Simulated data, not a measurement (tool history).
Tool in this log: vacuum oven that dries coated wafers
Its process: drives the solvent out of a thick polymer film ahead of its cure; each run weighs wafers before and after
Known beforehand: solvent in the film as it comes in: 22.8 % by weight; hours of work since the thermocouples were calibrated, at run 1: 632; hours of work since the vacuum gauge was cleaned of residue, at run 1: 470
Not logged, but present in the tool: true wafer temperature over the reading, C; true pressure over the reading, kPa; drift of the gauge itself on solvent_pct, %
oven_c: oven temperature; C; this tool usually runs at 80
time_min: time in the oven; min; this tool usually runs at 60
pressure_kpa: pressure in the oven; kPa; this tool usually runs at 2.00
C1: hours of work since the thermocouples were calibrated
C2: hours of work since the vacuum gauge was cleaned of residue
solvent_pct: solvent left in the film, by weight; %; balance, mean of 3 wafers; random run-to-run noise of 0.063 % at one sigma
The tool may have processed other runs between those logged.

run 1 day=0.000 | oven_c=80 time_min=60 pressure_kpa=2.00 | C1=632 C2=470 | solvent_pct=4.28
run 2 day=0.717 | oven_c=80 time_min=60 pressure_kpa=2.00 | C1=644 C2=482 | solvent_pct=4.28
run 3 day=1.617 | oven_c=80 time_min=60 pressure_kpa=2.00 | C1=659 C2=497 | solvent_pct=4.25
run 4 day=2.667 | oven_c=80 time_min=60 pressure_kpa=2.99 | C1=677 C2=515 | solvent_pct=4.68
run 5 day=4.358 | oven_c=80 time_min=32 pressure_kpa=2.99 | C1=705 C2=543 | solvent_pct=8.77
run 6 day=5.858 | oven_c=69 time_min=60 pressure_kpa=2.00 | C1=730 C2=568 | solvent_pct=9.64
run 7 day=6.946 | oven_c=69 time_min=60 pressure_kpa=2.00 | C1=749 C2=587 | solvent_pct=9.57
run 8 day=8.379 | oven_c=80 time_min=60 pressure_kpa=3.37 | C1=773 C2=611 | solvent_pct=4.85
run 9 day=9.358 | oven_c=80 time_min=60 pressure_kpa=3.37 | C1=789 C2=627 | solvent_pct=4.79
run 10 day=10.600 | oven_c=80 time_min=52 pressure_kpa=2.00 | C1=810 C2=648 | solvent_pct=5.44
run 11 day=11.479 | oven_c=93 time_min=60 pressure_kpa=2.00 | C1=825 C2=663 | solvent_pct=0.95
run 12 day=13.121 | oven_c=93 time_min=60 pressure_kpa=2.00 | C1=852 C2=690 | solvent_pct=0.86
run 13 day=14.133 | oven_c=93 time_min=60 pressure_kpa=2.00 | C1=869 C2=707 | solvent_pct=0.92
run 14 day=15.254 | oven_c=93 time_min=60 pressure_kpa=2.00 | C1=888 C2=726 | solvent_pct=0.99
run 15 day=16.008 | oven_c=93 time_min=60 pressure_kpa=2.00 | C1=900 C2=738 | solvent_pct=0.94
run 16 day=17.108 | oven_c=93 time_min=60 pressure_kpa=2.00 | C1=919 C2=757 | solvent_pct=0.97
run 17 day=18.150 | oven_c=80 time_min=60 pressure_kpa=2.62 | C1=936 C2=774 | solvent_pct=5.00
run 18 day=19.658 | oven_c=80 time_min=73 pressure_kpa=2.62 | C1=961 C2=800 | solvent_pct=3.72
run 19 day=21.133 | oven_c=80 time_min=73 pressure_kpa=2.62 | C1=986 C2=824 | solvent_pct=3.76
run 20 day=21.946 | oven_c=80 time_min=73 pressure_kpa=5.29 | C1=1000 C2=838 | solvent_pct=4.63
run 21 day=23.004 | oven_c=80 time_min=73 pressure_kpa=5.29 | C1=1018 C2=856 | solvent_pct=4.36
run 22 day=24.608 | oven_c=80 time_min=60 pressure_kpa=2.00 | C1=1044 C2=883 | solvent_pct=4.78
run 23 day=26.296 | oven_c=80 time_min=60 pressure_kpa=2.00 | C1=1073 C2=911 | solvent_pct=4.73
run 24 day=27.171 | oven_c=80 time_min=60 pressure_kpa=2.00 | C1=1087 C2=925 | solvent_pct=4.85
run 25 day=28.746 | oven_c=80 time_min=34 pressure_kpa=2.00 | C1=1114 C2=952 | solvent_pct=8.60
run 26 day=30.117 | oven_c=80 time_min=96 pressure_kpa=2.00 | C1=1137 C2=975 | solvent_pct=2.41
run 27 day=31.329 | oven_c=76 time_min=105 pressure_kpa=2.00 | C1=1157 C2=995 | solvent_pct=3.35
run 28 day=32.346 | oven_c=67 time_min=43 pressure_kpa=1.27 | C1=1174 C2=1012 | solvent_pct=12.51
-- day=32.500 oven's thermocouples calibrated
run 29 day=34.088 | oven_c=72 time_min=38 pressure_kpa=1.55 | C1=27 C2=1040 | solvent_pct=11.78
run 30 day=35.108 | oven_c=66 time_min=38 pressure_kpa=7.42 | C1=44 C2=1057 | solvent_pct=15.59
run 31 day=36.662 | oven_c=66 time_min=38 pressure_kpa=7.42 | C1=70 C2=1083 | solvent_pct=15.25
run 32 day=37.392 | oven_c=66 time_min=38 pressure_kpa=7.42 | C1=82 C2=1095 | solvent_pct=15.63
run 33 day=38.838 | oven_c=66 time_min=38 pressure_kpa=3.36 | C1=106 C2=1119 | solvent_pct=14.43
run 34 day=39.646 | oven_c=85 time_min=78 pressure_kpa=1.52 | C1=120 C2=1133 | solvent_pct=2.16
run 35 day=40.408 | oven_c=74 time_min=52 pressure_kpa=2.00 | C1=132 C2=1146 | solvent_pct=9.19
-- day=41.079 oven's thermocouples calibrated, once more
run 36 day=41.629 | oven_c=74 time_min=52 pressure_kpa=2.00 | C1=9 C2=1165 | solvent_pct=7.23
run 37 day=43.104 | oven_c=80 time_min=32 pressure_kpa=3.43 | C1=34 C2=1189 | solvent_pct=7.96
run 38 day=44.788 | oven_c=80 time_min=32 pressure_kpa=3.43 | C1=62 C2=1218 | solvent_pct=7.94
run 39 day=46.538 | oven_c=88 time_min=61 pressure_kpa=1.13 | C1=91 C2=1247 | solvent_pct=1.28
run 40 day=47.554 | oven_c=81 time_min=82 pressure_kpa=5.10 | C1=108 C2=1264 | solvent_pct=2.81
run 41 day=48.733 | oven_c=81 time_min=82 pressure_kpa=5.10 | C1=128 C2=1284 | solvent_pct=2.88
run 42 day=49.738 | oven_c=93 time_min=102 pressure_kpa=2.00 | C1=145 C2=1301 | solvent_pct=0.47
run 43 day=50.575 | oven_c=81 time_min=31 pressure_kpa=5.15 | C1=159 C2=1315 | solvent_pct=8.06
run 44 day=51.979 | oven_c=72 time_min=60 pressure_kpa=5.12 | C1=183 C2=1338 | solvent_pct=8.07
run 45 day=53.654 | oven_c=72 time_min=32 pressure_kpa=1.65 | C1=211 C2=1366 | solvent_pct=11.24
run 46 day=54.425 | oven_c=80 time_min=107 pressure_kpa=5.05 | C1=223 C2=1379 | solvent_pct=2.25
run 47 day=55.429 | oven_c=80 time_min=107 pressure_kpa=5.05 | C1=240 C2=1396 | solvent_pct=2.26
run 48 day=56.304 | oven_c=80 time_min=37 pressure_kpa=2.00 | C1=255 C2=1411 | solvent_pct=6.82

Table of differences, measured result less the result of that run with no hidden state. Run-to-run variation is the same in both. Gauge scatter possibly is not:
run=1 solvent_pct=+0.55
run=2 solvent_pct=+0.56
run=3 solvent_pct=+0.55
run=4 solvent_pct=+0.61
run=5 solvent_pct=+0.70
run=6 solvent_pct=+0.77
run=7 solvent_pct=+0.78
run=8 solvent_pct=+0.69
run=9 solvent_pct=+0.70
run=10 solvent_pct=+0.76
run=11 solvent_pct=+0.22
run=12 solvent_pct=+0.22
run=13 solvent_pct=+0.23
run=14 solvent_pct=+0.24
run=15 solvent_pct=+0.24
run=16 solvent_pct=+0.25
run=17 solvent_pct=+0.85
run=18 solvent_pct=+0.76
run=19 solvent_pct=+0.78
run=20 solvent_pct=+0.85
run=21 solvent_pct=+0.83
run=22 solvent_pct=+0.93
run=23 solvent_pct=+0.96
run=24 solvent_pct=+0.97
run=25 solvent_pct=+1.12
run=26 solvent_pct=+0.67
run=27 solvent_pct=+0.87
run=28 solvent_pct=+1.04
run=29 solvent_pct=+1.65
run=30 solvent_pct=+1.49
run=31 solvent_pct=+1.48
run=32 solvent_pct=+1.52
run=33 solvent_pct=+1.48
run=34 solvent_pct=+0.96
run=35 solvent_pct=+1.93
run=36 solvent_pct=-0.13
run=37 solvent_pct=-0.11
run=38 solvent_pct=-0.08
run=39 solvent_pct=+0.00
run=40 solvent_pct=+0.00
run=41 solvent_pct=+0.01
run=42 solvent_pct=+0.02
run=43 solvent_pct=+0.02
run=44 solvent_pct=+0.06
run=45 solvent_pct=+0.07
run=46 solvent_pct=+0.07
run=47 solvent_pct=+0.08
run=48 solvent_pct=+0.11
